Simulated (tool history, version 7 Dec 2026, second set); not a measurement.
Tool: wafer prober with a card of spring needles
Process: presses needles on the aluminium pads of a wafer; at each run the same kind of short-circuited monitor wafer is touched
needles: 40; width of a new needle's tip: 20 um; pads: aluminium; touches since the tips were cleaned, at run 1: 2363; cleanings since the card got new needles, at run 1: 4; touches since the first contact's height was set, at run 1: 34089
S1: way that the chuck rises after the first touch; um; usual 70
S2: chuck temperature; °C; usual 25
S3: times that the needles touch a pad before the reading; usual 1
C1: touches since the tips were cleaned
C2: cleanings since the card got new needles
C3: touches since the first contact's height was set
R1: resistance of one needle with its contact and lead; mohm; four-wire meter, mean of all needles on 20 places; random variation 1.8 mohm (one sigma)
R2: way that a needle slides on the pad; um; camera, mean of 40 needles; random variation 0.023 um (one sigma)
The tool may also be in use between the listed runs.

| run | hour | S1 | S2 | S3 | C1 | C2 | C3 | R1 | R2 |
|---|---|---|---|---|---|---|---|---|---|
| 1 | 0.0 | 70 | 25 | 1 | 2363 | 4 | 34089 | 367 | 17.57 |
| 2 | 10.2 | 70 | 25 | 1 | 4940 | 4 | 36666 | 477 | 17.57 |
| 3 | 18.0 | 70 | 25 | 1 | 6904 | 4 | 38630 | 540 | 17.59 |
|  | 22.5 | tips cleaned on abrasive film |
| 4 | 28.2 | 71 | 25 | 1 | 1458 | 5 | 41199 | 332 | 17.85 |
| 5 | 39.3 | 71 | 25 | 1 | 4265 | 5 | 44006 | 473 | 17.83 |
| 6 | 52.8 | 71 | 25 | 1 | 7683 | 5 | 47424 | 561 | 17.82 |
|  | 54.2 | tips cleaned on abrasive film |
| 7 | 63.9 | 71 | 25 | 1 | 2456 | 6 | 50194 | 393 | 17.77 |
| 8 | 71.5 | 71 | 25 | 1 | 4390 | 6 | 52128 | 468 | 17.79 |
| 9 | 77.6 | 71 | 25 | 1 | 5914 | 6 | 53652 | 514 | 17.77 |
| 10 | 83.1 | 71 | 97 | 1 | 7313 | 6 | 55051 | 529 | 17.82 |
|  | 85.0 | tips cleaned on abrasive film |
| 11 | 93.2 | 71 | 97 | 1 | 2069 | 7 | 57579 | 357 | 17.79 |
| 12 | 104.1 | 71 | 97 | 1 | 4839 | 7 | 60349 | 471 | 17.80 |
|  | 116.0 | tips cleaned on abrasive film |
| 13 | 116.0 | 71 | 97 | 1 | 0 | 8 | 63315 | 234 | 17.83 |
| 14 | 123.6 | 70 | 25 | 1 | 1937 | 8 | 65252 | 370 | 17.49 |
| 15 | 129.2 | 70 | 25 | 1 | 3358 | 8 | 66673 | 435 | 17.57 |
| 16 | 138.0 | 70 | 25 | 1 | 5565 | 8 | 68880 | 515 | 17.53 |
| 17 | 145.2 | 70 | 25 | 1 | 7386 | 8 | 70701 | 564 | 17.55 |
|  | 147.8 | tips cleaned on abrasive film |
| 18 | 153.3 | 70 | 25 | 1 | 1378 | 9 | 72724 | 325 | 17.51 |

Forecast run 19:
| 19 | 163.0 | 70 | 25 | 1 | 3832 | 9 | 75178 | ? | ? |

{"run 19": {"R1": 469, "R2": 17.51}}
Without the tool's hidden state the same run would have given R1 191 mohm, R2 17.60 um.
